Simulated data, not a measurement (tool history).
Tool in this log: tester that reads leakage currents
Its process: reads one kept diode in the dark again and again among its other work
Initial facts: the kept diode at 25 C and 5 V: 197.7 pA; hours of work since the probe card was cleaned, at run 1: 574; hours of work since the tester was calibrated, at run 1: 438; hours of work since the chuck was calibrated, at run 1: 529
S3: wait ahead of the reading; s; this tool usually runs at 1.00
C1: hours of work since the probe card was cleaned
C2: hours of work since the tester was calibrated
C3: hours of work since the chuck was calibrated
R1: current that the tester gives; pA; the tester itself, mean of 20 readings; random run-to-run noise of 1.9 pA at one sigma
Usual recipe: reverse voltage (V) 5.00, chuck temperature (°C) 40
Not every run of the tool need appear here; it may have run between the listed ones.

run 1 day=0.000 | reverse_voltage_(V)=5.00 chuck_temperature_(°C)=40 S3=1.00 | C1=574 C2=438 C3=529 | R1=673.12
run 2 day=2.317 | reverse_voltage_(V)=5.00 chuck_temperature_(°C)=40 S3=1.00 | C1=606 C2=470 C3=561 | R1=675.66
run 3 day=4.333 | reverse_voltage_(V)=6.25 chuck_temperature_(°C)=40 S3=1.00 | C1=634 C2=498 C3=589 | R1=722.61
run 4 day=6.288 | reverse_voltage_(V)=6.25 chuck_temperature_(°C)=40 S3=1.00 | C1=662 C2=525 C3=617 | R1=724.36
run 5 day=8.825 | reverse_voltage_(V)=6.25 chuck_temperature_(°C)=40 S3=1.00 | C1=697 C2=561 C3=652 | R1=726.29
run 6 day=12.296 | reverse_voltage_(V)=6.25 chuck_temperature_(°C)=40 S3=1.00 | C1=745 C2=609 C3=700 | R1=729.05
run 7 day=13.800 | reverse_voltage_(V)=6.25 chuck_temperature_(°C)=40 S3=1.00 | C1=766 C2=630 C3=721 | R1=725.94
run 8 day=17.062 | reverse_voltage_(V)=6.25 chuck_temperature_(°C)=40 S3=1.00 | C1=812 C2=676 C3=767 | R1=732.60
run 9 day=18.733 | reverse_voltage_(V)=6.25 chuck_temperature_(°C)=40 S3=1.00 | C1=835 C2=699 C3=790 | R1=734.04
run 10 day=20.483 | reverse_voltage_(V)=5.00 chuck_temperature_(°C)=37 S3=1.52 | C1=860 C2=723 C3=815 | R1=548.03
run 11 day=23.933 | reverse_voltage_(V)=9.19 chuck_temperature_(°C)=35 S3=1.52 | C1=908 C2=772 C3=863 | R1=569.43
run 12 day=27.012 | reverse_voltage_(V)=1.19 chuck_temperature_(°C)=22 S3=3.23 | C1=951 C2=815 C3=906 | R1=106.51
run 13 day=28.646 | reverse_voltage_(V)=3.90 chuck_temperature_(°C)=40 S3=4.54 | C1=973 C2=837 C3=929 | R1=639.36
run 14 day=30.288 | reverse_voltage_(V)=8.37 chuck_temperature_(°C)=40 S3=1.00 | C1=996 C2=860 C3=951 | R1=815.15
run 15 day=31.808 | reverse_voltage_(V)=1.36 chuck_temperature_(°C)=20 S3=1.00 | C1=1018 C2=881 C3=973 | R1=94.40

The next listed run, before its measurement:
run 16 day=33.933 | reverse_voltage_(V)=1.36 chuck_temperature_(°C)=20 S3=1.00 | C1=1047 C2=911 C3=1002 | R1=?

R1: 94.78 pA
With no hidden state in the tool, this same run would have given R1 87.42 pA.
